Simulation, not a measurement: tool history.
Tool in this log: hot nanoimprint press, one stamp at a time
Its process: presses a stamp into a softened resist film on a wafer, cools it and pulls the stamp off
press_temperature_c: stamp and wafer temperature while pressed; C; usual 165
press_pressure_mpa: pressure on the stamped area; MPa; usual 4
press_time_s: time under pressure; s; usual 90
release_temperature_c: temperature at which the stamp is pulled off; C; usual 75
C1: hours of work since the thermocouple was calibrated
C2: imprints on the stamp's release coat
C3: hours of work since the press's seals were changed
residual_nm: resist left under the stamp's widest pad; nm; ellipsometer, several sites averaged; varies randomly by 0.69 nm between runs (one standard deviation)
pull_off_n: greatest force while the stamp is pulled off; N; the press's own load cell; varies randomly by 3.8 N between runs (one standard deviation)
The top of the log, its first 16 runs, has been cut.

run 17 hour=319.3 | press_temperature_c=170 press_pressure_mpa=2.56 press_time_s=120 release_temperature_c=75 | C1=107 C2=413 C3=591 | residual_nm=127.6 pull_off_n=205
run 18 hour=343.1 | press_temperature_c=170 press_pressure_mpa=2.56 press_time_s=120 release_temperature_c=75 | C1=123 C2=515 C3=607 | residual_nm=125.8 pull_off_n=211
run 19 hour=361.4 | press_temperature_c=170 press_pressure_mpa=2.56 press_time_s=120 release_temperature_c=75 | C1=136 C2=594 C3=620 | residual_nm=126.1 pull_off_n=219
run 20 hour=371.8 | press_temperature_c=170 press_pressure_mpa=2.56 press_time_s=120 release_temperature_c=75 | C1=143 C2=639 C3=627 | residual_nm=125.9 pull_off_n=219
run 21 hour=383.8 | press_temperature_c=170 press_pressure_mpa=2.56 press_time_s=120 release_temperature_c=75 | C1=152 C2=690 C3=635 | residual_nm=126.1 pull_off_n=227
run 22 hour=396.7 | press_temperature_c=165 press_pressure_mpa=3.01 press_time_s=91 release_temperature_c=75 | C1=160 C2=746 C3=644 | residual_nm=156 pull_off_n=231
run 23 hour=418.6 | press_temperature_c=165 press_pressure_mpa=4.67 press_time_s=91 release_temperature_c=73 | C1=176 C2=840 C3=660 | residual_nm=126.7 pull_off_n=246
run 24 hour=440.2 | press_temperature_c=172 press_pressure_mpa=4 press_time_s=52 release_temperature_c=60 | C1=190 C2=933 C3=674 | residual_nm=117.3 pull_off_n=310
run 25 hour=457.6 | press_temperature_c=172 press_pressure_mpa=4 press_time_s=52 release_temperature_c=60 | C1=203 C2=1008 C3=686 | residual_nm=117 pull_off_n=331
run 26 hour=476.8 | press_temperature_c=175 press_pressure_mpa=4 press_time_s=84 release_temperature_c=75 | C1=216 C2=1091 C3=700 | residual_nm=87.4 pull_off_n=249
-- hour=499 press's hydraulic seals changed and the load cell set to zero
run 27 hour=509.6 | press_temperature_c=165 press_pressure_mpa=2.88 press_time_s=100 release_temperature_c=82 | C1=233 C2=1198 C3=7 | residual_nm=152.5 pull_off_n=213
run 28 hour=528.8 | press_temperature_c=165 press_pressure_mpa=2.85 press_time_s=69 release_temperature_c=75 | C1=246 C2=1280 C3=21 | residual_nm=169.1 pull_off_n=249
run 29 hour=549.2 | press_temperature_c=165 press_pressure_mpa=2.85 press_time_s=69 release_temperature_c=75 | C1=260 C2=1368 C3=35 | residual_nm=167.8 pull_off_n=272
run 30 hour=562.3 | press_temperature_c=167 press_pressure_mpa=5.57 press_time_s=79 release_temperature_c=75 | C1=269 C2=1424 C3=44 | residual_nm=104.2 pull_off_n=264

What if the next run were any one of these 3? Each begins from the tool's condition after run 30:
-- hour=577.2 stamp cleaned and given a new release coat
run A hour=593.2 | press_temperature_c=165 press_pressure_mpa=4 press_time_s=90 release_temperature_c=76 | C1=286 C2=69 C3=61 | residual_nm=? pull_off_n=?
-- hour=577.2 stamp cleaned and given a new release coat
run B hour=593.2 | press_temperature_c=165 press_pressure_mpa=2.57 press_time_s=76 release_temperature_c=75 | C1=286 C2=69 C3=61 | residual_nm=? pull_off_n=?
-- hour=577.2 stamp cleaned and given a new release coat
run C hour=593.2 | press_temperature_c=166 press_pressure_mpa=4 press_time_s=90 release_temperature_c=75 | C1=286 C2=69 C3=61 | residual_nm=? pull_off_n=?

run=A residual_nm=134.1 pull_off_n=184
run=B residual_nm=173.4 pull_off_n=187
run=C residual_nm=126.3 pull_off_n=187
With no hidden state in the tool, these same runs would have given:
run=A residual_nm=140.7 pull_off_n=184
run=B residual_nm=179.9 pull_off_n=187
run=C residual_nm=132.6 pull_off_n=186

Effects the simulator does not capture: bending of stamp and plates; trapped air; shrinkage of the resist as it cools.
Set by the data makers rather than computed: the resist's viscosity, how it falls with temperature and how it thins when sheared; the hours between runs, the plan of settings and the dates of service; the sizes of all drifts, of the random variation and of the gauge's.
